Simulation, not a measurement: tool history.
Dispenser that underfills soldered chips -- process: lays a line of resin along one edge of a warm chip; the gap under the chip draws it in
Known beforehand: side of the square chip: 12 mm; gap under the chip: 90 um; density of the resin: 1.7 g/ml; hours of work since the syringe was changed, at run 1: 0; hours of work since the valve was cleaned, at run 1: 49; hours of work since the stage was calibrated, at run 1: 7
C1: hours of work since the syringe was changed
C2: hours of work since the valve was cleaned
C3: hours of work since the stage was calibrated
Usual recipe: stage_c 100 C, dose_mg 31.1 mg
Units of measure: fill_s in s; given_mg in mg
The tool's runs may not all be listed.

run 1 day=0 | stage_c=100 dose_mg=31.1 | C1=0 C2=49 C3=7 | fill_s=24.6 given_mg=29.93
-- day=0.246 dispensing valve cleaned and set on the balance
run 2 day=0.246 | stage_c=100 dose_mg=31.1 | C1=3 C2=0 C3=10 | fill_s=29.4 given_mg=31.14
run 3 day=0.488 | stage_c=97 dose_mg=31.1 | C1=7 C2=4 C3=14 | fill_s=41.3 given_mg=31.16
-- day=0.567 new syringe of resin
run 4 day=0.767 | stage_c=97 dose_mg=31.1 | C1=3 C2=8 C3=19 | fill_s=33 given_mg=30.92
-- day=1.104 new syringe of resin
run 5 day=1.212 | stage_c=100 dose_mg=30.3 | C1=2 C2=16 C3=26 | fill_s=26.2 given_mg=30.1
run 6 day=1.596 | stage_c=100 dose_mg=31.1 | C1=8 C2=22 C3=32 | fill_s=37.2 given_mg=30.58
-- day=1.633 new syringe of resin
run 7 day=2.025 | stage_c=105 dose_mg=31.1 | C1=7 C2=29 C3=39 | fill_s=27.6 given_mg=30.63
-- day=2.167 new syringe of resin
run 8 day=2.483 | stage_c=105 dose_mg=31.1 | C1=5 C2=36 C3=47 | fill_s=25.8 given_mg=30.08
-- day=2.7 new syringe of resin
run 9 day=2.712 | stage_c=105 dose_mg=31.1 | C1=0 C2=40 C3=50 | fill_s=20.2 given_mg=30.04
run 10 day=3.033 | stage_c=100 dose_mg=33.7 | C1=6 C2=45 C3=56 | fill_s=32.7 given_mg=32.44
-- day=3.25 new syringe of resin
run 11 day=3.371 | stage_c=100 dose_mg=31.5 | C1=2 C2=51 C3=61 | fill_s=27.4 given_mg=30.31
-- day=3.512 dispensing valve cleaned and set on the balance
run 12 day=3.717 | stage_c=100 dose_mg=31.5 | C1=7 C2=3 C3=66 | fill_s=35.5 given_mg=31.44
-- day=3.817 new syringe of resin
run 13 day=4.054 | stage_c=88 dose_mg=31.1 | C1=4 C2=9 C3=72 | fill_s=50.9 given_mg=31.06
run 14 day=4.304 | stage_c=100 dose_mg=31.1 | C1=8 C2=13 C3=76 | fill_s=37.3 given_mg=30.8
-- day=4.342 new syringe of resin
run 15 day=4.729 | stage_c=100 dose_mg=31.1 | C1=6 C2=20 C3=83 | fill_s=35.1 given_mg=30.52
-- day=4.883 new syringe of resin
run 16 day=5 | stage_c=100 dose_mg=31.1 | C1=2 C2=24 C3=87 | fill_s=27.4 given_mg=30.27
run 17 day=5.221 | stage_c=100 dose_mg=33.3 | C1=6 C2=28 C3=91 | fill_s=32.9 given_mg=32.6
-- day=5.412 new syringe of resin
run 18 day=5.496 | stage_c=100 dose_mg=33.3 | C1=1 C2=32 C3=95 | fill_s=26.1 given_mg=32.22
-- day=5.958 new syringe of resin
run 19 day=5.958 | stage_c=90 dose_mg=39.4 | C1=0 C2=40 C3=102 | fill_s=36.3 given_mg=38.14
run 20 day=6.371 | stage_c=88 dose_mg=29.3 | C1=7 C2=47 C3=109 | fill_s=59.2 given_mg=28.12
-- day=6.483 new syringe of resin
run 21 day=6.612 | stage_c=88 dose_mg=29.3 | C1=2 C2=50 C3=113 | fill_s=47.2 given_mg=28.01
-- day=6.779 dispensing valve cleaned and set on the balance
run 22 day=6.942 | stage_c=88 dose_mg=29.3 | C1=7 C2=3 C3=118 | fill_s=59.4 given_mg=29.32
-- day=7.058 new syringe of resin
run 23 day=7.196 | stage_c=88 dose_mg=29.3 | C1=2 C2=7 C3=122 | fill_s=47 given_mg=29.28
run 24 day=7.492 | stage_c=88 dose_mg=29.3 | C1=7 C2=12 C3=127 | fill_s=60.1 given_mg=28.91
-- day=7.604 new syringe of resin
run 25 day=7.967 | stage_c=88 dose_mg=29.3 | C1=6 C2=19 C3=135 | fill_s=58 given_mg=28.8
-- day=8.129 new syringe of resin
run 26 day=8.229 | stage_c=90 dose_mg=29.8 | C1=2 C2=24 C3=139 | fill_s=40.9 given_mg=29.39
run 27 day=8.554 | stage_c=99 dose_mg=31.1 | C1=7 C2=29 C3=144 | fill_s=36.8 given_mg=30.31
-- day=8.662 new syringe of resin
run 28 day=8.917 | stage_c=100 dose_mg=34.9 | C1=4 C2=35 C3=150 | fill_s=29.3 given_mg=33.81
-- day=9.221 new syringe of resin
run 29 day=9.258 | stage_c=106 dose_mg=29.5 | C1=1 C2=40 C3=156 | fill_s=19.9 given_mg=28.32
run 30 day=9.612 | stage_c=106 dose_mg=29.5 | C1=6 C2=46 C3=161 | fill_s=26.3 given_mg=28.57
-- day=9.758 new syringe of resin
run 31 day=9.942 | stage_c=111 dose_mg=26.7 | C1=3 C2=51 C3=167 | fill_s=19.2 given_mg=25.36
-- day=10.05 dispensing valve cleaned and set on the balance
run 32 day=10.233 | stage_c=87 dose_mg=30.9 | C1=7 C2=3 C3=171 | fill_s=61.9 given_mg=30.77
-- day=10.325 new syringe of resin
run 33 day=10.642 | stage_c=104 dose_mg=35.2 | C1=5 C2=10 C3=177 | fill_s=26.2 given_mg=34.8
-- day=10.85 new syringe of resin
run 34 day=10.85 | stage_c=107 dose_mg=28.5 | C1=0 C2=13 C3=181 | fill_s=19 given_mg=28.01
run 35 day=11.258 | stage_c=91 dose_mg=30.3 | C1=7 C2=20 C3=188 | fill_s=51.2 given_mg=29.46
-- day=11.371 new syringe of resin
run 36 day=11.521 | stage_c=91 dose_mg=30.3 | C1=3 C2=24 C3=192 | fill_s=40.9 given_mg=29.56

Consider 3 possible next runs. They are alternatives, not a sequence: every one starts from the tool as it was left by run 36. What does each give?
run A day=11.733 | stage_c=113 dose_mg=37.7 | C1=6 C2=27 C3=195 | fill_s=? given_mg=?
run B day=11.733 | stage_c=87 dose_mg=31.1 | C1=6 C2=27 C3=195 | fill_s=? given_mg=?
run C day=11.733 | stage_c=95 dose_mg=31 | C1=6 C2=27 C3=195 | fill_s=? given_mg=?

run=A fill_s=18.4 given_mg=36.44
run=B fill_s=58.8 given_mg=30.43
run=C fill_s=41.4 given_mg=30.3
Take away the tool's hidden state, keep each run's random variation, and the runs would have read:
run=A fill_s=13.6 given_mg=37.42
run=B fill_s=43.7 given_mg=31.25
run=C fill_s=30.8 given_mg=31.12
